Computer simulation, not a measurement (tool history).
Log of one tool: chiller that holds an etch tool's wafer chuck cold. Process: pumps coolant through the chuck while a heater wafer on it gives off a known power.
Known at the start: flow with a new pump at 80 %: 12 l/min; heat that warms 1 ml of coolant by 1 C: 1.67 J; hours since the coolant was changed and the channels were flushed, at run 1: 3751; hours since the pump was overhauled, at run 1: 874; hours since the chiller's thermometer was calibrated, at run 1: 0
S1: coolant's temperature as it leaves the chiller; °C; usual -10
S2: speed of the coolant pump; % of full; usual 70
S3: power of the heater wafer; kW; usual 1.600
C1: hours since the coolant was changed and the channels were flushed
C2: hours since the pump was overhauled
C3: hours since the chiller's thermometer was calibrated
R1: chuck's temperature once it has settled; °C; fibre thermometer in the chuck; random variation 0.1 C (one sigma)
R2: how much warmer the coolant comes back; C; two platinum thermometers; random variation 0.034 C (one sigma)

run 1 hour=0.0 | S1=-10 S2=70 S3=1.600 | C1=3751 C2=874 C3=0 | R1=7.4 R2=5.55
run 2 hour=57.7 | S1=-10 S2=70 S3=1.600 | C1=3809 C2=932 C3=58 | R1=7.6 R2=5.50
run 3 hour=108.8 | S1=-10 S2=70 S3=1.600 | C1=3860 C2=983 C3=109 | R1=7.4 R2=5.57
run 4 hour=148.3 | S1=-10 S2=70 S3=1.600 | C1=3899 C2=1022 C3=148 | R1=7.2 R2=5.56
run 5 hour=175.1 | S1=-10 S2=70 S3=1.600 | C1=3926 C2=1049 C3=175 | R1=7.4 R2=5.50
run 6 hour=224.1 | S1=-10 S2=70 S3=1.600 | C1=3975 C2=1098 C3=224 | R1=7.7 R2=5.54
run 7 hour=276.7 | S1=-10 S2=70 S3=1.600 | C1=4028 C2=1151 C3=277 | R1=7.6 R2=5.50
run 8 hour=321.5 | S1=-10 S2=70 S3=1.600 | C1=4072 C2=1195 C3=322 | R1=7.5 R2=5.51
run 9 hour=369.8 | S1=-10 S2=70 S3=2.057 | C1=4121 C2=1244 C3=370 | R1=12.7 R2=7.12
run 10 hour=425.4 | S1=-5 S2=70 S3=1.600 | C1=4176 C2=1299 C3=425 | R1=12.8 R2=5.57
run 11 hour=449.7 | S1=-5 S2=70 S3=1.600 | C1=4201 C2=1324 C3=450 | R1=12.7 R2=5.56
run 12 hour=476.9 | S1=-10 S2=98 S3=1.600 | C1=4228 C2=1351 C3=477 | R1=3.9 R2=3.89
run 13 hour=532.8 | S1=-10 S2=98 S3=2.146 | C1=4284 C2=1407 C3=533 | R1=8.7 R2=5.27
run 14 hour=584.5 | S1=-10 S2=98 S3=2.146 | C1=4335 C2=1458 C3=584 | R1=8.8 R2=5.23
run 15 hour=635.1 | S1=-10 S2=98 S3=2.146 | C1=4386 C2=1509 C3=635 | R1=8.6 R2=5.32
run 16 hour=681.3 | S1=-10 S2=73 S3=1.600 | C1=4432 C2=1555 C3=681 | R1=7.3 R2=5.27
run 17 hour=719.2 | S1=-10 S2=89 S3=1.294 | C1=4470 C2=1593 C3=719 | R1=2.0 R2=3.50
run 18 hour=764.9 | S1=-19 S2=74 S3=1.294 | C1=4516 C2=1639 C3=765 | R1=-5.1 R2=4.27
run 19 hour=813.1 | S1=-19 S2=74 S3=1.294 | C1=4564 C2=1687 C3=813 | R1=-5.0 R2=4.18
run 20 hour=843.2 | S1=-3 S2=95 S3=2.374 | C1=4594 C2=1717 C3=843 | R1=18.4 R2=6.00
run 21 hour=891.7 | S1=-3 S2=92 S3=2.374 | C1=4643 C2=1766 C3=892 | R1=19.3 R2=6.24
run 22 hour=948.4 | S1=-8 S2=92 S3=0.837 | C1=4699 C2=1822 C3=948 | R1=-0.4 R2=2.22
run 23 hour=1006.8 | S1=-7 S2=90 S3=1.419 | C1=4758 C2=1881 C3=1007 | R1=6.3 R2=3.75
run 24 hour=1044.5 | S1=-5 S2=92 S3=1.600 | C1=4795 C2=1918 C3=1045 | R1=10.0 R2=4.18
run 25 hour=1072.0 | S1=-10 S2=70 S3=1.067 | C1=4823 C2=1946 C3=1072 | R1=1.9 R2=3.78
run 26 hour=1110.3 | S1=-15 S2=77 S3=1.067 | C1=4861 C2=1984 C3=1110 | R1=-3.8 R2=3.41
run 27 hour=1152.7 | S1=-16 S2=92 S3=1.852 | C1=4904 C2=2027 C3=1153 | R1=1.5 R2=4.88
run 28 hour=1177.2 | S1=-6 S2=70 S3=1.600 | C1=4928 C2=2051 C3=1177 | R1=12.1 R2=5.60
run 29 hour=1219.8 | S1=-6 S2=70 S3=1.600 | C1=4971 C2=2094 C3=1220 | R1=12.4 R2=5.51
run 30 hour=1259.0 | S1=-14 S2=67 S3=1.745 | C1=5010 C2=2133 C3=1259 | R1=6.6 R2=6.30
run 31 hour=1311.4 | S1=-14 S2=67 S3=1.745 | C1=5062 C2=2185 C3=1311 | R1=6.7 R2=6.41

Hidden state or all else? Some run-to-run changes of R1, split into what the settings, what came in and random variation would give without the hidden state, and what is left for the hidden state (with any gauge scatter that isn't in both results):
The hidden state here: heat passed by the chuck's channels, % of clean ones'; flow at a given pump speed, % of a new pump's; coolant's true temperature over the reading, C; drift of the gauge itself on chuck_c, C; drift of the gauge itself on warmer_back_c, C.
Run 19 -> 20: S1 -19 -> -3, S2 74 -> 95, S3 1.294 -> 2.374. R1 +23.4 °C: hidden state +1.3, all else +22.1.
Run 21 -> 22: S1 -3 -> -8, S3 2.374 -> 0.837. R1 -19.7 °C: hidden state -2.2, all else -17.5.
Run 26 -> 27: S1 -15 -> -16, S2 77 -> 92, S3 1.067 -> 1.852. R1 +5.3 °C: hidden state +1.1, all else +4.2.
Run 27 -> 28: S1 -16 -> -6, S2 92 -> 70, S3 1.852 -> 1.600. R1 +10.6 °C: hidden state +0.0, all else +10.6.

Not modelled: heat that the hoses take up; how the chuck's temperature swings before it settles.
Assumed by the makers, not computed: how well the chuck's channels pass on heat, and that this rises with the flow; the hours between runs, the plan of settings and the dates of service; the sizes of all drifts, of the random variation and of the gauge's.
